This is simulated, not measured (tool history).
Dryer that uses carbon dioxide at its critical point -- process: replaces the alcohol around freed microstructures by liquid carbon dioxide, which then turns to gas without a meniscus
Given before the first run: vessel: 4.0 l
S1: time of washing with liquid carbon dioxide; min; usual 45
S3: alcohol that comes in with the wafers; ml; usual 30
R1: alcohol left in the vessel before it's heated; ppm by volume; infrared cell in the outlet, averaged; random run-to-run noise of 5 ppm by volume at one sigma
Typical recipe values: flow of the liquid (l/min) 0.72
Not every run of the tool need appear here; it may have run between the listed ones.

{"run": 1, "hour": 0.0, "S1": 45, "flow of the liquid (l/min)": 0.72, "S3": 30, "R1": 210}
{"hour": 27.6, "done": "inlet filter changed"}
{"run": 2, "hour": 34.9, "S1": 38, "flow of the liquid (l/min)": 0.72, "S3": 30, "R1": 226}
{"hour": 53.3, "done": "purifier's bed changed"}
{"run": 3, "hour": 104.9, "S1": 38, "flow of the liquid (l/min)": 0.72, "S3": 30, "R1": 56}
{"run": 4, "hour": 152.9, "S1": 45, "flow of the liquid (l/min)": 0.72, "S3": 30, "R1": 32}
{"run": 5, "hour": 187.9, "S1": 45, "flow of the liquid (l/min)": 0.72, "S3": 30, "R1": 33}
{"run": 6, "hour": 238.2, "S1": 45, "flow of the liquid (l/min)": 0.909, "S3": 30, "R1": 24}
{"run": 7, "hour": 285.9, "S1": 45, "flow of the liquid (l/min)": 0.587, "S3": 30, "R1": 80}
{"run": 8, "hour": 344.3, "S1": 46, "flow of the liquid (l/min)": 0.587, "S3": 30, "R1": 76}
{"run": 9, "hour": 409.7, "S1": 39, "flow of the liquid (l/min)": 0.72, "S3": 30, "R1": 82}
{"run": 10, "hour": 461.4, "S1": 39, "flow of the liquid (l/min)": 0.72, "S3": 30, "R1": 88}
{"run": 11, "hour": 495.6, "S1": 39, "flow of the liquid (l/min)": 0.72, "S3": 30, "R1": 79}
{"run": 12, "hour": 542.8, "S1": 42, "flow of the liquid (l/min)": 0.72, "S3": 30, "R1": 72}
{"run": 13, "hour": 577.7, "S1": 42, "flow of the liquid (l/min)": 0.72, "S3": 30, "R1": 76}
{"run": 14, "hour": 612.6, "S1": 45, "flow of the liquid (l/min)": 0.72, "S3": 24, "R1": 66}
{"run": 15, "hour": 648.9, "S1": 45, "flow of the liquid (l/min)": 0.72, "S3": 30, "R1": 72}
{"run": 16, "hour": 698.2, "S1": 45, "flow of the liquid (l/min)": 0.991, "S3": 30, "R1": 60}
{"run": 17, "hour": 733.9, "S1": 45, "flow of the liquid (l/min)": 0.991, "S3": 30, "R1": 64}
{"run": 18, "hour": 791.8, "S1": 45, "flow of the liquid (l/min)": 0.72, "S3": 30, "R1": 83}
{"run": 19, "hour": 830.2, "S1": 45, "flow of the liquid (l/min)": 0.72, "S3": 30, "R1": 84}
{"run": 20, "hour": 884.5, "S1": 45, "flow of the liquid (l/min)": 0.72, "S3": 30, "R1": 103}
{"run": 21, "hour": 928.1, "S1": 45, "flow of the liquid (l/min)": 0.72, "S3": 30, "R1": 98}
{"run": 22, "hour": 984.2, "S1": 45, "flow of the liquid (l/min)": 0.72, "S3": 90, "R1": 146}
{"run": 23, "hour": 1024.3, "S1": 45, "flow of the liquid (l/min)": 0.72, "S3": 30, "R1": 110}
{"run": 24, "hour": 1075.7, "S1": 45, "flow of the liquid (l/min)": 0.72, "S3": 30, "R1": 125}
{"run": 25, "hour": 1109.6, "S1": 51, "flow of the liquid (l/min)": 0.72, "S3": 37, "R1": 110}
{"run": 26, "hour": 1165.0, "S1": 63, "flow of the liquid (l/min)": 0.448, "S3": 73, "R1": 228}
{"hour": 1185.3, "done": "inlet filter changed"}
{"run": 27, "hour": 1219.3, "S1": 50, "flow of the liquid (l/min)": 0.448, "S3": 34, "R1": 212}
{"run": 28, "hour": 1274.1, "S1": 61, "flow of the liquid (l/min)": 0.786, "S3": 30, "R1": 103}
{"run": 29, "hour": 1303.8, "S1": 46, "flow of the liquid (l/min)": 0.573, "S3": 73, "R1": 233}
{"run": 30, "hour": 1364.5, "S1": 45, "flow of the liquid (l/min)": 0.702, "S3": 30, "R1": 127}
{"run": 31, "hour": 1428.2, "S1": 45, "flow of the liquid (l/min)": 0.702, "S3": 30, "R1": 149}
{"run": 32, "hour": 1466.8, "S1": 33, "flow of the liquid (l/min)": 0.72, "S3": 24, "R1": 186}
{"run": 33, "hour": 1532.8, "S1": 70, "flow of the liquid (l/min)": 0.72, "S3": 24, "R1": 128}
{"run": 34, "hour": 1584.2, "S1": 32, "flow of the liquid (l/min)": 0.499, "S3": 43, "R1": 669}
{"run": 35, "hour": 1632.5, "S1": 29, "flow of the liquid (l/min)": 0.969, "S3": 103, "R1": 271}
{"run": 36, "hour": 1661.7, "S1": 69, "flow of the liquid (l/min)": 0.531, "S3": 30, "R1": 146}
{"run": 37, "hour": 1691.3, "S1": 32, "flow of the liquid (l/min)": 0.7, "S3": 47, "R1": 330}
{"run": 38, "hour": 1727.1, "S1": 32, "flow of the liquid (l/min)": 0.814, "S3": 26, "R1": 197}
{"run": 39, "hour": 1771.5, "S1": 32, "flow of the liquid (l/min)": 0.814, "S3": 26, "R1": 199}
{"run": 40, "hour": 1813.4, "S1": 32, "flow of the liquid (l/min)": 0.814, "S3": 26, "R1": 204}
{"run": 41, "hour": 1851.8, "S1": 32, "flow of the liquid (l/min)": 0.49, "S3": 26, "R1": 512}
{"run": 42, "hour": 1913.9, "S1": 45, "flow of the liquid (l/min)": 0.441, "S3": 46, "R1": 475}
{"run": 43, "hour": 1943.8, "S1": 37, "flow of the liquid (l/min)": 0.72, "S3": 69, "R1": 291}
{"run": 44, "hour": 2001.9, "S1": 37, "flow of the liquid (l/min)": 0.72, "S3": 34, "R1": 239}
{"run": 45, "hour": 2058.1, "S1": 37, "flow of the liquid (l/min)": 0.72, "S3": 34, "R1": 254}
{"run": 46, "hour": 2100.6, "S1": 62, "flow of the liquid (l/min)": 0.523, "S3": 35, "R1": 204}
{"run": 47, "hour": 2156.3, "S1": 30, "flow of the liquid (l/min)": 0.72, "S3": 30, "R1": 339}

Measured less the same run without the tool's hidden state. The same run-to-run variation is in both; the gauge's scatter may not be:
Hidden state present: flow that reaches the vessel past the clogged filter, %; alcohol in the recycled carbon dioxide, ppm; drift of the gauge itself on alcohol_ppm, %.
run=1 R1=+193
run=2 R1=+184
run=3 R1=+7
run=4 R1=+12
run=5 R1=+14
run=6 R1=+18
run=7 R1=+27
run=8 R1=+32
run=9 R1=+37
run=10 R1=+42
run=11 R1=+46
run=12 R1=+48
run=13 R1=+52
run=14 R1=+54
run=15 R1=+55
run=16 R1=+57
run=17 R1=+61
run=18 R1=+71
run=19 R1=+74
run=20 R1=+80
run=21 R1=+83
run=22 R1=+103
run=23 R1=+94
run=24 R1=+100
run=25 R1=+95
run=26 R1=+139
run=27 R1=+101
run=28 R1=+101
run=29 R1=+113
run=30 R1=+114
run=31 R1=+117
run=32 R1=+123
run=33 R1=+127
run=34 R1=+178
run=35 R1=+158
run=36 R1=+138
run=37 R1=+170
run=38 R1=+150
run=39 R1=+156
run=40 R1=+164
run=41 R1=+202
run=42 R1=+216
run=43 R1=+194
run=44 R1=+181
run=45 R1=+197
run=46 R1=+182
run=47 R1=+216
